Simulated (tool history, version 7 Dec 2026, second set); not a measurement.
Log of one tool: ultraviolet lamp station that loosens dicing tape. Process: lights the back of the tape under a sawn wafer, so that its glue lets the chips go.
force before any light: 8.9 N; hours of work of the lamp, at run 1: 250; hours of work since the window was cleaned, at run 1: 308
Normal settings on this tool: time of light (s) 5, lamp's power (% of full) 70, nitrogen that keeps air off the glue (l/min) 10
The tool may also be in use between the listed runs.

run     day  time of light (s)  lamp's power (% of full)  nitrogen that keeps air off the glue (l/min)  hours of work of the lamp  hours of work since the window was cleaned  force that peels the tape off (N)  light that reached the tape (J/m2)
  1   0.000                  5                        70                                            10                        250                                         308                              0.959                                3510
  2   2.288                  5                        70                                            10                        283                                         341                              1.068                                3380
  3   3.621                  5                        72                                            10                        302                                         360                              1.039                                3460
      4.421  -- window cleaned of glue's vapour
  4   6.367                  5                        71                                            10                        342                                          28                              0.815                                3800
  5   8.100                  5                        71                                            10                        367                                          53                              0.871                                3690
  6   9.912                  5                        71                                            10                        393                                          79                              0.973                                3580
  7  11.892                  5                        70                                            10                        422                                         108                              0.993                                3470
  8  14.079                  5                        70                                            10                        453                                         140                              1.084                                3370
  9  16.275                  5                        70                                            10                        485                                         171                              1.120                                3240
 10  19.083                  5                        70                                            10                        526                                         212                              1.293                                3070
 11  20.742                  5                        70                                            10                        550                                         236                              1.323                                3060
 12  22.042                  5                        70                                            10                        568                                         255                              1.358                                2910
 13  23.896                  5                        70                                            11                        595                                         282                              1.417                                2800
 14  26.388                  5                        64                                            11                        631                                         318                              1.718                                2470
 15  27.600                  5                        64                                            11                        649                                         335                              1.759                                2410
 16  29.038                  5                        67                                            10                        670                                         356                              1.837                                2470
     29.942  -- window cleaned of glue's vapour
 17  30.346                  5                        67                                            10                        688                                           6                              1.448                                2800
 18  31.912                  5                        70                                            10                        711                                          28                              1.406                                2830
 19  33.250                  5                        76                                            10                        730                                          48                              1.282                                3000
 20  35.221                  5                        76                                            10                        759                                          76                              1.377                                2880
 21  36.817                  5                        76                                            10                        782                                          99                              1.474                                2850
 22  38.558                  5                        76                                            10                        807                                         125                              1.554                                2680
     39.471  -- lamp changed
 23  40.738                  2                        84                                             5                         18                                         156                              2.687                                2080
 24  42.496                  5                        87                                            17                         44                                         181                              0.370                                5240
 25  43.846                  5                        70                                            20                         63                                         201                              0.567                                4070
 26  45.562                  5                        74                                            20                         88                                         225                              0.540                                4220
 27  48.433                  5                        74                                            20                        130                                         267                              0.592                                4090
 28  50.250                  5                        74                                            20                        156                                         293                              0.604                                3910
 29  51.517                  5                        66                                            13                        174                                         311                              0.874                                3490
 30  54.096                  5                        82                                            14                        212                                         349                              0.635                                4170
     55.671  -- window cleaned of glue's vapour
 31  56.346                  5                        82                                            14                        244                                          10                              0.469                                4630
 32  59.075                  5                        64                                            14                        283                                          49                              0.916                                3510
 33  61.433                  5                        64                                            14                        317                                          83                              0.942                                3320
 34  64.188                  5                        69                                             5                        357                                         123                              1.285                                3480
 35  67.142                  5                        73                                            10                        400                                         166                              0.998                                3510
 36  68.900                  3                        94                                             4                        425                                         191                              2.156                                2650
 37  70.379                  3                        94                                             4                        447                                         213                              2.259                                2520

Predict the results of run 38:
 38  72.888                  5                        70                                            14                        483                                         249                                  ?                                   ?

force that peels the tape off (N): 1.155
light that reached the tape (J/m2): 3040
Take away the tool's hidden state, keep the run-to-run variation as it was, and the same run would have given force that peels the tape off (N) 0.467, light that reached the tape (J/m2) 4750.
